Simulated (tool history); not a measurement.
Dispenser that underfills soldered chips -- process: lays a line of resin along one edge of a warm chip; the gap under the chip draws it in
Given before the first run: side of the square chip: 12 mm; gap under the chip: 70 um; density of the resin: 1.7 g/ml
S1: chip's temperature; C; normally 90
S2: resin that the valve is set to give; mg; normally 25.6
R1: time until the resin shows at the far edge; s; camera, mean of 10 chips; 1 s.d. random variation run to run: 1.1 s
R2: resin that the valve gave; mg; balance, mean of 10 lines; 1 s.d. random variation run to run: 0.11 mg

Run 1, hour 0: usual settings. Result: R1 130.2 s, R2 24.23 mg.
Run 2, hour 4.6: usual settings. Result: R1 163.2 s, R2 24.26 mg.
At hour 6.5: new syringe of resin.
Run 3, hour 9.5: usual settings. Result: R1 128.4 s, R2 24.27 mg.
Run 4, hour 14.6: usual settings. Result: R1 171.5 s, R2 24.22 mg.
At hour 15.4: new syringe of resin.
Run 5, hour 20: usual settings. Result: R1 146.9 s, R2 24.02 mg.
At hour 24.1: new syringe of resin.
Run 6, hour 25.4: usual settings but S2 25.5 mg. Result: R1 118.7 s, R2 23.95 mg.
Run 7, hour 31.3: usual settings but S1 92 C, S2 23.4 mg. Result: R1 157.6 s, R2 21.91 mg.
At hour 32.9: new syringe of resin.
Run 8, hour 38: usual settings but S1 92 C, S2 23.4 mg. Result: R1 139.5 s, R2 21.96 mg.
At hour 41.9: new syringe of resin.
Run 9, hour 42: usual settings but S1 92 C, S2 32.7 mg. Result: R1 100.3 s, R2 30.37 mg.
Run 10, hour 45: usual settings but S1 92 C, S2 32.7 mg. Result: R1 117.8 s, R2 30.21 mg.
At hour 50.6: dispensing valve cleaned and set on the balance.
Run 11, hour 50.7: usual settings but S1 92 C, S2 32.7 mg. Result: R1 149.7 s, R2 32.84 mg.

For run 12, what comes out?
At hour 51.6: new syringe of resin.
Run 12, hour 55: usual settings but S1 92 C, S2 32.7 mg. Result: R1 ?, R2 ?.

R1: 118.9 s
R2: 32.5 mg
With the hidden condition absent and the run-to-run variation left alone, this run would have shown R1 98.6 s, R2 32.67 mg.
